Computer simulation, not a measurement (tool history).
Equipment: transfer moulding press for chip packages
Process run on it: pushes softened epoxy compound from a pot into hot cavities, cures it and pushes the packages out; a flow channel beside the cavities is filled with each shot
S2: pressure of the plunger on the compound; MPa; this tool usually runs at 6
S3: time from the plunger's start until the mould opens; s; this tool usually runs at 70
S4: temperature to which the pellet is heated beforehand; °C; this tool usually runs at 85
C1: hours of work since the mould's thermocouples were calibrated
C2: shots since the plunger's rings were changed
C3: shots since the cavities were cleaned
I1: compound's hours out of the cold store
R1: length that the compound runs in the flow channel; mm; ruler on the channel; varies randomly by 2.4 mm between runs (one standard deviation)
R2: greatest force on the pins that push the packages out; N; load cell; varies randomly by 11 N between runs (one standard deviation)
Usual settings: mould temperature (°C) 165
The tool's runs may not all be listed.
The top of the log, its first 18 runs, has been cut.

Run 19, hour 161.3: usual settings but mould temperature (°C) 172, S2 5.53 MPa, S3 51 s, S4 78 °C; C1 158; C2 570; C3 287; I1 40.5. Result: R1 878 mm, R2 844 N.
Run 20, hour 174.1: usual settings but mould temperature (°C) 172, S2 5.53 MPa, S3 51 s, S4 78 °C; C1 164; C2 720; C3 437; I1 36.7. Result: R1 888 mm, R2 891 N.
Run 21, hour 186.4: usual settings but mould temperature (°C) 162, S2 4.89 MPa, S3 77 s; C1 169; C2 865; C3 582; I1 22.5. Result: R1 907 mm, R2 867 N.
Run 22, hour 198.6: usual settings but mould temperature (°C) 159, S2 5.2 MPa, S3 77 s; C1 175; C2 1007; C3 724; I1 38. Result: R1 895 mm, R2 1035 N.
At hour 208.4: cavities cleaned with cleaning compound and waxed.
Run 23, hour 211.8: usual settings but mould temperature (°C) 171, S2 6.19 MPa, S3 58 s, S4 79 °C; C1 180; C2 1145; C3 40; I1 42.9. Result: R1 922 mm, R2 549 N.
Run 24, hour 223.2: usual settings but mould temperature (°C) 171, S2 6.19 MPa, S3 58 s, S4 79 °C; C1 185; C2 1278; C3 173; I1 39.1. Result: R1 934 mm, R2 619 N.
Run 25, hour 231.5: usual settings but mould temperature (°C) 171, S2 6.95 MPa, S3 58 s, S4 79 °C; C1 189; C2 1375; C3 270; I1 34.9. Result: R1 1002 mm, R2 664 N.
Run 26, hour 236.7: usual settings but S2 6.36 MPa; C1 191; C2 1437; C3 332; I1 28.7. Result: R1 995 mm, R2 726 N.
Run 27, hour 244.6: usual settings but S3 95 s, S4 90 °C; C1 195; C2 1529; C3 424; I1 37.7. Result: R1 935 mm, R2 733 N.
Run 28, hour 250.3: usual settings but mould temperature (°C) 158, S2 6.04 MPa, S4 78 °C; C1 197; C2 1596; C3 491; I1 35.3. Result: R1 969 mm, R2 1150 N.
Run 29, hour 260.9: usual settings but mould temperature (°C) 158, S2 6.04 MPa, S4 78 °C; C1 202; C2 1720; C3 615; I1 10.9. Result: R1 1060 mm, R2 1322 N.
Run 30, hour 271.8: usual settings but mould temperature (°C) 163, S4 77 °C; C1 207; C2 1849; C3 744; I1 12.1. Result: R1 1034 mm, R2 970 N.

Each row is a separate what-if for the run after 30, all from the same tool condition, not one after another. Results?
Run A, hour 277.6: usual settings but S4 87 °C; C1 209; C2 1916; C3 811; I1 41.7. Result: R1 ?, R2 ?.
Run B, hour 277.6: usual settings but S2 4.74 MPa, S3 54 s, S4 92 °C; C1 209; C2 1916; C3 811; I1 37.6. Result: R1 ?, R2 ?.
Run C, hour 277.6: usual settings but mould temperature (°C) 162; C1 209; C2 1916; C3 811; I1 47.5. Result: R1 ?, R2 ?.

run   R1    R2
  A  922   928
  B  827  1375
  C  908  1011
With no hidden state in the tool, these same runs would have given:
run   R1   R2
  A  938  516
  B  841  782
  C  924  564
